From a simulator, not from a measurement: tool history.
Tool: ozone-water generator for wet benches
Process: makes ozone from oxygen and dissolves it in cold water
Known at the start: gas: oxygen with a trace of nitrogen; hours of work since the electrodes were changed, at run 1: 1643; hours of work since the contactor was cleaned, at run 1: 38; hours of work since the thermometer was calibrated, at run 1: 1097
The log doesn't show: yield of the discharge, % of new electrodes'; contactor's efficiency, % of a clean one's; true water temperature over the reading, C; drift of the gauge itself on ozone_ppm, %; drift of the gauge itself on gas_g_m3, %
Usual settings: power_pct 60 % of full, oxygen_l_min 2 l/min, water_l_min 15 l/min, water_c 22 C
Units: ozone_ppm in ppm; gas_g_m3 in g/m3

run,hour,power_pct,oxygen_l_min,water_l_min,water_c,hours of work since the electrodes were changed,hours of work since the contactor was cleaned,hours of work since the thermometer was calibrated,ozone_ppm,gas_g_m3
1,0,60,2,15,22,1643,38,1097,16.2,248.9
2,79.5,60,2,15,22,1718,113,1172,16.3,248.4
3,155.4,60,2,15,22,1789,184,1243,16.4,248.8
4,225.7,60,2,15,15,1855,250,1310,17.5,248.3
5,264.6,60,2,15,15,1892,287,1346,17.4,247.3
6,339.6,60,2,15,22,1963,358,1417,16.3,247
7,431,60,2,15,22,2049,444,1503,16.2,246.9
8,471.1,60,2,15,22,2087,481,1541,16.4,246.4
9,549.3,60,2,15,22,2160,555,1614,16.3,246.6
10,627.7,60,2,15,19,2234,629,1688,16.8,247.8
11,701.2,60,2.38,15,19,2303,698,1758,17.9,233.7
12,763.9,60,2.38,11,19,2362,757,1817,22.6,234.1
13,803.4,60,2,15,22,2400,794,1854,16.2,249.9
14,857.3,60,2,15,22,2450,845,1905,16.4,251.2
15,898.1,60,2,15,22,2489,884,1943,16.4,249.7
16,979.4,60,2,15,22,2565,960,2020,16.4,253.2
17,1042.6,60,2.15,10,30,2625,1020,2079,20.7,242.5
18,1123.6,60,1.28,13,22,2701,1096,2155,16,297
19,1181.3,60,1.28,13,22,2756,1150,2210,16.1,296.4
20,1232.3,58,1.09,16,21,2804,1198,2258,12.1,309.5
# hour 1272.3: gauge calibrated
21,1319.5,58,1.09,16,21,2886,1281,2340,12,305.9
22,1377.7,46,1.09,16,21,2941,1335,2395,10.3,258.4
23,1460.7,46,1.09,16,23,3019,1414,2473,10.3,255.6
24,1528,80,3.09,16,23,3082,1477,2536,20.7,258.4
25,1577.4,60,1.19,11,22,3129,1524,2583,18.4,301
26,1622.7,50,2.91,12,18,3171,1566,2626,19.8,188
27,1696.9,51,2.61,15,26,3241,1636,2695,15.1,199.6
28,1741.3,42,2.12,12,15,3283,1678,2737,16.9,188.3
29,1832.6,52,3.26,17,22,3369,1764,2823,15.1,185.4
30,1900.3,81,3.21,15,22,3433,1828,2887,22.8,256.4
31,1965.7,81,3.21,15,22,3495,1889,2949,23,255.9
32,2041.5,81,3.21,19,22,3566,1961,3020,18.6,260.1

Forecast each of these 4 alternatives for the next run:
# hour 2095.8: contactor cleaned
A,2101.4,78,2.15,14,22,3619,5,3073,?,?
# hour 2095.8: contactor cleaned
B,2101.4,82,1.53,20,22,3619,5,3073,?,?
# hour 2095.8: contactor cleaned
C,2101.4,81,3.21,24,18,3619,5,3073,?,?
# hour 2095.8: contactor cleaned
D,2101.4,92,2,15,22,3619,5,3073,?,?

run,ozone_ppm,gas_g_m3
A,21.3,290.4
B,14,344.6
C,15.7,258.7
D,22,337.9
Without the tool's hidden state the same runs would have given:
run,ozone_ppm,gas_g_m3
A,21.4,285.7
B,14,339.1
C,15.7,254.6
D,22,332.5
